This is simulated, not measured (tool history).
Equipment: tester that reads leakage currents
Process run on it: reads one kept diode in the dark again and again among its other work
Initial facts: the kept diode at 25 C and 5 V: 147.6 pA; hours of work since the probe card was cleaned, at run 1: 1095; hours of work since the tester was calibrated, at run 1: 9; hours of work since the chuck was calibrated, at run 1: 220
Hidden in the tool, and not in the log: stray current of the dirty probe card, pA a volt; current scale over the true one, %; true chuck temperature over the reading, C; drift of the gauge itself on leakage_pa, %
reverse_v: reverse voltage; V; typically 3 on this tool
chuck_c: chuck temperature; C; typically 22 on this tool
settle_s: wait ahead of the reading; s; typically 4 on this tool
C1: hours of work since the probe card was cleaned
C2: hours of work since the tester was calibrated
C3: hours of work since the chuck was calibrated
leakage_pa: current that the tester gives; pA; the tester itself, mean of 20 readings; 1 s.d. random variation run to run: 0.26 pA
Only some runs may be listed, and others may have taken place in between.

Run 1, hour 0: usual settings; C1 1095; C2 9; C3 220. Result: leakage_pa 86.99 pA.
Run 2, hour 32.5: usual settings; C1 1116; C2 30; C3 241. Result: leakage_pa 87.63 pA.
Run 3, hour 67: usual settings; C1 1138; C2 52; C3 264. Result: leakage_pa 87.24 pA.
Run 4, hour 98.5: usual settings; C1 1159; C2 73; C3 284. Result: leakage_pa 86.81 pA.
Run 5, hour 124.1: usual settings; C1 1175; C2 89; C3 300. Result: leakage_pa 86.98 pA.
Run 6, hour 138.9: usual settings; C1 1185; C2 99; C3 310. Result: leakage_pa 86.96 pA.
Run 7, hour 164.6: usual settings; C1 1201; C2 115; C3 327. Result: leakage_pa 86.75 pA.
Run 8, hour 198.2: usual settings but reverse_v 2.95 V; C1 1223; C2 137; C3 348. Result: leakage_pa 86.23 pA.
Run 9, hour 219.7: usual settings but reverse_v 2.95 V; C1 1237; C2 151; C3 362. Result: leakage_pa 86.2 pA.
Run 10, hour 238.7: usual settings but reverse_v 11.14 V, settle_s 0.86 s; C1 1249; C2 163; C3 375. Result: leakage_pa 176.85 pA.
Run 11, hour 259.5: usual settings but reverse_v 19.41 V, chuck_c 31 C, settle_s 0.86 s; C1 1263; C2 177; C3 388. Result: leakage_pa 513.75 pA.
Run 12, hour 282.8: usual settings but reverse_v 19.41 V, chuck_c 31 C, settle_s 0.86 s; C1 1278; C2 192; C3 403. Result: leakage_pa 516.22 pA.
Run 13, hour 299.3: usual settings but reverse_v 16.21 V, settle_s 1.36 s; C1 1288; C2 203; C3 414. Result: leakage_pa 218 pA.
Run 14, hour 314.2: usual settings but settle_s 0.59 s; C1 1298; C2 212; C3 423. Result: leakage_pa 87.47 pA.
Run 15, hour 338.6: usual settings but settle_s 0.59 s; C1 1314; C2 228; C3 439. Result: leakage_pa 87.06 pA.
Run 16, hour 355.5: usual settings but settle_s 0.59 s; C1 1325; C2 239; C3 450. Result: leakage_pa 87.32 pA.
Run 17, hour 372.3: usual settings but reverse_v 11.16 V, chuck_c 37 C, settle_s 2.72 s; C1 1336; C2 250; C3 461. Result: leakage_pa 622.09 pA.

3 options for the next run, each taken on its own from the tool as it stands now. Forecast them:
Run A, hour 403: usual settings but reverse_v 8.48 V, chuck_c 34 C, settle_s 2.01 s; C1 1355; C2 270; C3 481. Result: leakage_pa ?.
Run B, hour 403: usual settings but reverse_v 2.06 V, settle_s 2.59 s; C1 1355; C2 270; C3 481. Result: leakage_pa ?.
Run C, hour 403: usual settings but reverse_v 12.92 V, chuck_c 55 C, settle_s 2.72 s; C1 1355; C2 270; C3 481. Result: leakage_pa ?.

run  leakage_pa
  A      421.78
  B       71.29
  C     2694.66
Without the tool's unlogged condition, the same runs would have read:
run  leakage_pa
  A      424.81
  B       71.36
  C      2743.7

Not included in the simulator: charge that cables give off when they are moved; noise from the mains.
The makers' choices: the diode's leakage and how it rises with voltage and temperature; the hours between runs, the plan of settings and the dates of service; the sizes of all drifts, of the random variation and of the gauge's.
